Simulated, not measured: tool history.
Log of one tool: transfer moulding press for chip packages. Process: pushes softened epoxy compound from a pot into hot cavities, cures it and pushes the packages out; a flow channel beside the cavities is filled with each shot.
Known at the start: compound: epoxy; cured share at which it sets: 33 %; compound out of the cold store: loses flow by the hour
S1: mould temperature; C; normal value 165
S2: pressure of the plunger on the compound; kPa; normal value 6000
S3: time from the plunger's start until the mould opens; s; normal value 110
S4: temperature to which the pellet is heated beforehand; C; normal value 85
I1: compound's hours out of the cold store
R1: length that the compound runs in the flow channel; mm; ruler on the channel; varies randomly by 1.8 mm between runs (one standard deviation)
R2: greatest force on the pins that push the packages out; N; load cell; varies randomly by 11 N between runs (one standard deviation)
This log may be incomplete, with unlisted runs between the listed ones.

run   hour   S1    S2   S3  S4    I1   R1   R2
  1    0.0  165  6000  110  85  41.3  530  605
  2    8.3  165  6000  110  85  44.5  527  670
  3   17.6  165  6000  110  85  40.1  536  698
  4   30.9  165  6000  110  85  44.3  526  721
  5   38.5  165  6000  110  85  38.1  536  764
  6   51.8  165  6000  110  85  22.9  565  836
  7   58.9  164  6000  110  85  38.9  534  860
  8   71.4  164  6000  110  85  15.3  583  934
  9   83.4  164  6000  110  85  28.5  556  937
 10   90.5  164  6000  110  85  13.8  585  939
      93.1  -- cavities cleaned with cleaning compound and waxed
 11  104.4  161  6000  112  85  45.5  526  720
 12  112.9  161  6000  112  85  10.6  601  852

Below are 3 alternative next runs, each starting from the tool's condition after run 12. Predict each:
  A  123.6  160  6000  105  86  45.1   ?   ?
  B  123.6  165  6000  149  94  33.9   ?   ?
  C  123.6  166  6000  112  85  39.2   ?   ?

run   R1    R2
  A  528  1028
  B  537   619
  C  525   698
With no hidden state in the tool, these same runs would have given:
run   R1   R2
  A  541  717
  B  550  440
  C  537  494

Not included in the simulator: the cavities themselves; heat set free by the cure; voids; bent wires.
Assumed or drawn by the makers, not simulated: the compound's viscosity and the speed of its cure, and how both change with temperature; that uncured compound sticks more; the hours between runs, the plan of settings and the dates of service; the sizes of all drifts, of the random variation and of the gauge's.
